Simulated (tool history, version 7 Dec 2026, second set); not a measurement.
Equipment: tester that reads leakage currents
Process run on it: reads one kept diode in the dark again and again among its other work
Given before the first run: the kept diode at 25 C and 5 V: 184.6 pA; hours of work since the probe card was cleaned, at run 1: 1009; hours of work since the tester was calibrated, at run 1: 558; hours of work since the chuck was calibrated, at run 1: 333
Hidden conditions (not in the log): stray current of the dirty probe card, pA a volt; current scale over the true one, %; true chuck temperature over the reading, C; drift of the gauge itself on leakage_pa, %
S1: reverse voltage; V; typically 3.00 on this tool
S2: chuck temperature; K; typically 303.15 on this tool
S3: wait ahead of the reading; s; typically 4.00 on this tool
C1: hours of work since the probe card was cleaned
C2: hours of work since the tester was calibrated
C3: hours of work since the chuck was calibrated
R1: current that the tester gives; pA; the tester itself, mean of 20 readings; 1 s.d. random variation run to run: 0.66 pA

run	hour	S1	S2	S3	C1	C2	C3	R1
1	0.0	3.00	303.15	4.00	1009	558	333	220.52
2	118.1	3.00	303.15	4.00	1071	620	395	220.18
3	228.7	3.00	303.15	0.41	1129	678	453	219.57
4	384.0	3.00	303.15	4.53	1211	760	535	218.88
5	450.1	3.00	303.15	4.53	1245	795	569	219.61
6	561.1	3.00	303.15	4.00	1304	853	628	221.20
7	654.9	3.00	324.15	4.00	1353	902	677	874.27
8	741.9	3.00	324.15	4.00	1399	948	723	868.60
9	899.7	3.00	312.15	4.00	1481	1031	806	405.66
10	1011.0	3.00	312.15	4.00	1540	1089	864	405.72
11	1147.5	3.00	303.15	4.00	1612	1161	936	221.52
# hour 1210.8: probe card cleaned and baked
12	1286.7	3.00	310.15	4.00	40	1233	1007	356.83
13	1380.1	3.00	310.15	4.00	89	1282	1056	355.37
14	1499.2	3.00	310.15	4.00	151	1344	1119	356.09
15	1617.3	3.00	303.15	0.81	213	1406	1181	219.22
16	1719.6	3.00	303.15	0.81	267	1460	1234	221.01
17	1794.3	4.67	303.15	0.81	306	1499	1274	257.99
18	1875.5	4.67	303.15	0.81	349	1542	1316	258.50
19	1997.6	4.67	312.15	0.81	413	1606	1380	477.28
20	2151.0	4.67	312.15	0.81	494	1686	1461	478.23
21	2254.6	3.14	306.15	4.19	548	1741	1515	275.86
22	2346.3	3.14	306.15	4.19	596	1789	1564	275.07
23	2416.1	6.19	296.15	2.55	633	1826	1600	172.54
24	2523.2	3.00	315.15	4.00	689	1882	1656	495.17
25	2678.9	3.00	303.15	0.57	771	1964	1738	220.85
26	2755.0	5.50	298.15	0.64	811	2004	1778	191.52

Forecast run 27:
# hour 2819.3: tester calibrated
27	2823.4	8.69	305.15	3.26	846	2	1813	?

R1: 370.21 pA
Without the tool's hidden state the same run would have given R1 370.58 pA.
